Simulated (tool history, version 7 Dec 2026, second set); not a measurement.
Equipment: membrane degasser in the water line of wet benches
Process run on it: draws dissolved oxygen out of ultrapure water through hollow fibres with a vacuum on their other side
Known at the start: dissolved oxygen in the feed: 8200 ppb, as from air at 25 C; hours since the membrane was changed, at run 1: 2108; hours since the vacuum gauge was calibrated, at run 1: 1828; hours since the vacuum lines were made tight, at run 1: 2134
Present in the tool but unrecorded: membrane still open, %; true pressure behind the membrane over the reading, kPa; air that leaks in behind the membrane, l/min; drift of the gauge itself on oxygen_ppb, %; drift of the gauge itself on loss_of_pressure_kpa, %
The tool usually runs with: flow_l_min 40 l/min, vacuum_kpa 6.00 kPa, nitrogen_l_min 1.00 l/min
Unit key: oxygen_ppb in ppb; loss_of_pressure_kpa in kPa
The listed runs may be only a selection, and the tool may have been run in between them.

run,day,flow_l_min,vacuum_kpa,nitrogen_l_min,hours since the membrane was changed,hours since the vacuum gauge was calibrated,hours since the vacuum lines were made tight,oxygen_ppb,loss_of_pressure_kpa
1,0.000,40,6.00,1.00,2108,1828,2134,508.4,33.22
2,2.129,40,6.00,1.00,2159,1879,2185,506.8,32.66
3,4.708,40,6.00,0.81,2221,1941,2246,551.4,32.88
4,7.183,40,3.86,1.00,2280,2000,2306,362.1,32.61
5,8.542,40,6.00,0.59,2313,2033,2338,606.6,32.78
6,9.971,40,6.00,0.59,2347,2067,2373,609.8,32.64
7,11.367,40,6.00,0.59,2381,2101,2406,609.9,32.63
8,12.704,40,6.00,0.59,2413,2133,2438,613.1,32.59
9,15.175,40,6.00,1.00,2472,2192,2498,517.4,32.58
10,16.938,40,6.31,1.00,2514,2234,2540,535.9,32.73
11,19.125,40,12.45,1.00,2567,2287,2593,970.2,32.69
12,20.375,40,12.45,1.00,2597,2317,2623,963.7,32.43
13,22.271,40,12.45,1.00,2643,2362,2668,961.0,32.59
14,23.667,40,12.45,1.00,2676,2396,2701,964.4,32.75
15,25.746,40,6.00,0.75,2726,2446,2751,566.1,32.27
16,28.392,40,6.00,1.00,2789,2509,2815,526.4,32.51
17,30.117,40,6.00,1.00,2831,2551,2856,510.3,32.25
18,32.704,59,6.00,0.58,2893,2613,2918,897.1,47.78
19,35.354,26,11.61,0.60,2956,2676,2982,797.5,20.87
20,37.096,30,14.44,0.67,2998,2718,3024,1062.1,24.35
21,39.725,55,6.00,1.00,3061,2781,3087,735.6,44.40
22,42.696,39,5.05,1.00,3133,2852,3158,438.1,31.24
23,45.062,50,9.08,1.00,3190,2909,3215,904.1,40.53
24,46.883,50,3.65,0.97,3233,2953,3259,466.6,40.40
25,48.912,50,3.65,0.97,3282,3002,3307,458.2,40.20
26,51.442,50,12.40,0.97,3343,3062,3368,1183.2,40.48
27,53.129,58,8.43,2.30,3383,3103,3409,758.0,46.75
28,54.421,58,8.43,2.30,3414,3134,3440,767.7,47.08
29,55.704,45,3.90,0.90,3445,3165,3470,424.1,36.37
30,57.033,25,6.00,1.00,3477,3197,3502,283.8,20.18
31,59.954,37,4.20,0.81,3547,3267,3572,359.8,29.75

5 options for the next run, each taken on its own from the tool as it stands now. Forecast them:
A,62.667,37,4.20,0.98,3612,3332,3638,?,?
B,62.667,27,7.10,1.78,3612,3332,3638,?,?
C,62.667,37,4.20,0.63,3612,3332,3638,?,?
D,62.667,59,13.22,1.11,3612,3332,3638,?,?
E,62.667,40,6.00,1.15,3612,3332,3638,?,?

run,oxygen_ppb,loss_of_pressure_kpa
A,344.7,29.63
B,290.1,21.45
C,381.1,29.59
D,1340.1,47.31
E,498.4,31.90
The same runs, with their run-to-run variation unchanged, on a tool lacking any hidden condition would have given:
run,oxygen_ppb,loss_of_pressure_kpa
A,344.2,30.45
B,289.8,22.05
C,380.6,30.40
D,1339.6,48.61
E,497.9,32.79
